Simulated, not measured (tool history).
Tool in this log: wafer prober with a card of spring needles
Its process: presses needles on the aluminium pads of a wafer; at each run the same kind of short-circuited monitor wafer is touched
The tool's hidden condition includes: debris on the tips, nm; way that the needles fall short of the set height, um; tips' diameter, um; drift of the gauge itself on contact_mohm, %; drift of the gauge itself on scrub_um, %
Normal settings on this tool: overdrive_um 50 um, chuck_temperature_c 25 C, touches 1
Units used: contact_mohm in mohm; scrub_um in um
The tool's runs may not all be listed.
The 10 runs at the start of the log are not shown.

| run | hour | overdrive_um | chuck_temperature_c | touches | touches since the tips were cleaned | cleanings since the card got new needles | touches since the first contact's height was set | contact_mohm | scrub_um |
|---|---|---|---|---|---|---|---|---|---|
|  | 168.7 | tips cleaned on abrasive film |
| 11 | 170.7 | 50 | 25 | 1 | 486 | 44 | 172117 | 156 | 6.91 |
| 12 | 182 | 50 | 25 | 1 | 3240 | 44 | 174871 | 240 | 7.15 |
|  | 183.3 | tips cleaned on abrasive film |
|  | 198.3 | tips cleaned on abrasive film |
| 13 | 204.2 | 50 | 25 | 1 | 1448 | 46 | 180263 | 185 | 7.02 |
|  | 213.4 | tips cleaned on abrasive film |
| 14 | 224.1 | 66 | 25 | 1 | 2612 | 47 | 185104 | 179 | 9.46 |
|  | 228 | tips cleaned on abrasive film |
| 15 | 236.8 | 66 | 25 | 3 | 2162 | 48 | 188195 | 137 | 9.24 |
|  | 244.2 | tips cleaned on abrasive film |
| 16 | 250.6 | 66 | 42 | 2 | 1575 | 49 | 191536 | 144 | 9.44 |
|  | 259.5 | tips cleaned on abrasive film |
| 17 | 268.1 | 50 | 80 | 1 | 2120 | 50 | 195801 | 222 | 7 |
|  | 274.4 | tips cleaned on abrasive film |
| 18 | 279.9 | 44 | 80 | 1 | 1336 | 51 | 198649 | 212 | 5.92 |
|  | 290.1 | tips cleaned on abrasive film |
| 19 | 294.8 | 32 | 92 | 3 | 1161 | 52 | 202275 | 217 | 4.04 |
|  | 306.2 | tips cleaned on abrasive film |
| 20 | 307.8 | 47 | 65 | 2 | 368 | 53 | 205413 | 159 | 6.49 |
|  | 322 | tips cleaned on abrasive film |
| 21 | 329.7 | 31 | 26 | 1 | 1889 | 54 | 210762 | 386 | 3.86 |
|  | 338.4 | tips cleaned on abrasive film |
| 22 | 351.5 | 31 | 26 | 1 | 3195 | 55 | 216060 | 490 | 3.89 |
|  | 353.7 | tips cleaned on abrasive film |
| 23 | 366.6 | 31 | 59 | 2 | 3152 | 56 | 219730 | 358 | 3.88 |
|  | 368.8 | tips cleaned on abrasive film |
| 24 | 380.5 | 61 | 64 | 1 | 2862 | 57 | 223108 | 201 | 8.55 |
|  | 383.6 | tips cleaned on abrasive film |
| 25 | 396.8 | 50 | 37 | 2 | 3227 | 58 | 227067 | 204 | 6.78 |
|  | 398.5 | tips cleaned on abrasive film |
| 26 | 410.7 | 43 | 43 | 2 | 2986 | 59 | 230455 | 230 | 5.71 |
|  | 414.4 | tips cleaned on abrasive film |
|  | 429 | tips cleaned on abrasive film |
| 27 | 431.7 | 43 | 43 | 2 | 640 | 61 | 235519 | 175 | 5.63 |
| 28 | 443.1 | 52 | 72 | 1 | 3445 | 61 | 238324 | 244 | 7.09 |
|  | 445.2 | tips cleaned on abrasive film |
|  | 460.2 | tips cleaned on abrasive film |
| 29 | 462.9 | 52 | 72 | 1 | 667 | 63 | 243119 | 172 | 7.12 |
|  | 469.7 | height of the first contact set anew |
|  | 476.1 | tips cleaned on abrasive film |
| 30 | 480.1 | 52 | 72 | 1 | 973 | 64 | 2509 | 171 | 8.21 |

3 ways to go on from here, each from the tool as it stands after run 30. What would each give?
|  | 491.5 | tips cleaned on abrasive film |
| A | 500 | 52 | 44 | 3 | 2067 | 65 | 7356 | ? | ? |
|  | 491.5 | tips cleaned on abrasive film |
| B | 500 | 50 | 28 | 1 | 2067 | 65 | 7356 | ? | ? |
|  | 491.5 | tips cleaned on abrasive film |
| C | 500 | 32 | 84 | 1 | 2067 | 65 | 7356 | ? | ? |

| run | contact_mohm | scrub_um |
|---|---|---|
| A | 149 | 8.25 |
| B | 190 | 7.77 |
| C | 288 | 5.08 |
Without the tool's unlogged condition, the same runs would have read:
| run | contact_mohm | scrub_um |
|---|---|---|
| A | 126 | 8.28 |
| B | 124 | 7.8 |
| C | 149 | 5.11 |
